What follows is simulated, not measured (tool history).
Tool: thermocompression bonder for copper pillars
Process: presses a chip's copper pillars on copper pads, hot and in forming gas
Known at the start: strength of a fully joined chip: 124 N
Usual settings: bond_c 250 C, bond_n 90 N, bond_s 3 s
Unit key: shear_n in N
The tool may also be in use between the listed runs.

run   hour  bond_c  bond_n  bond_s  shear_n
  1    0.0     250      90       3     57.7
  2    9.8     250      90       3     59.5
  3   27.7     250      90       3     60.1
  4   47.3     250      92       3     61.2
  5   68.3     250      92       3     60.6
  6   84.3     250      92       3     60.2
      96.8  -- forming gas filter changed
  7   96.8     250      90       3     59.1
  8  110.0     250      90       3     59.0
  9  129.6     250      90       3     57.6
 10  139.6     250      90       3     59.6
 11  156.0     250      90       3     59.1
 12  166.9     254      90       3     61.9
 13  180.5     250      90       3     59.0
 14  201.7     250      90       3     59.0
 15  210.8     255     109       8     97.3
 16  223.6     242      89       8     72.7
 17  239.5     250      90       4     64.7
 18  258.3     272      67       3     57.6
 19  273.5     272      67       3     55.7
 20  293.8     272      67       3     54.3
 21  303.5     272      67       3     54.2
 22  313.3     229     102       3     52.7
 23  333.1     229     102       3     51.8
 24  347.0     249      67       2     35.1
 25  368.7     255      60       3     40.3
 26  384.9     255      60       3     39.8
 27  399.2     228      90       3     43.5
 28  418.8     254      90       4     69.7

Below are 4 alternative next runs, each starting from the tool's condition after run 28. Predict each:
     422.8  -- forming gas filter changed
  A  432.7     250      58       4        ?
     422.8  -- forming gas filter changed
  B  432.7     250      82       3        ?
     422.8  -- forming gas filter changed
  C  432.7     254      90       4        ?
     422.8  -- forming gas filter changed
  D  432.7     247      90       4        ?

run  shear_n
  A     40.7
  B     53.4
  C     68.0
  D     63.5
Without the tool's unlogged condition, the same runs would have read:
run  shear_n
  A     40.7
  B     53.4
  C     68.0
  D     63.4
